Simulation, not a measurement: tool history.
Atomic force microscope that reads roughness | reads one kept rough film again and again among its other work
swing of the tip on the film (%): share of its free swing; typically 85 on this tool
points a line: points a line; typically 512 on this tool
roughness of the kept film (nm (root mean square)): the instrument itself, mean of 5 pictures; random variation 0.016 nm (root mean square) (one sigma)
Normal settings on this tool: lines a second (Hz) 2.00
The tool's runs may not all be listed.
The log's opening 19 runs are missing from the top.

run   hour  lines a second (Hz)  swing of the tip on the film (%)  points a line  pictures with this tip  hours of work since the height scale was calibrated  roughness of the kept film (nm (root mean square))
 20  131.1                 2.00                                73            357                     112                                                    4                                               2.859
 21  136.7                 1.33                                85            400                     117                                                    6                                               2.815
 22  144.0                 1.02                                71            293                     124                                                    9                                               2.796
 23  149.9                 0.52                                77            881                     129                                                   12                                               2.863
 24  155.4                 3.43                                56            715                     135                                                   14                                               2.783
 25  162.4                 0.54                                56            403                     141                                                   17                                               2.774
 26  166.7                 0.86                                56            965                     145                                                   18                                               2.766
 27  172.1                 0.93                                66            965                     150                                                   21                                               2.729
 28  180.8                 0.73                                70            345                     158                                                   24                                               2.622
 29  186.5                 0.73                                57            386                     164                                                   26                                               2.614
 30  193.8                 0.96                                83            512                     171                                                   29                                               2.549

What if the next run were any one of these 5? Each begins from the tool's condition after run 30:
  A  198.7                 0.96                                71            512                     175                                                   31                                                   ?
  B  198.7                 1.09                                83            952                     175                                                   31                                                   ?
  C  198.7                 0.96                                83            641                     175                                                   31                                                   ?
  D  198.7                 0.83                                81            569                     175                                                   31                                                   ?
  E  198.7                 1.65                                85            512                     175                                                   31                                                   ?

run  roughness of the kept film (nm (root mean square))
  A                                               2.553
  B                                               2.514
  C                                               2.517
  D                                               2.536
  E                                               2.420
With no hidden state in the tool, these same runs would have given:
run  roughness of the kept film (nm (root mean square))
  A                                               4.095
  B                                               4.033
  C                                               4.038
  D                                               4.060
  E                                               3.884
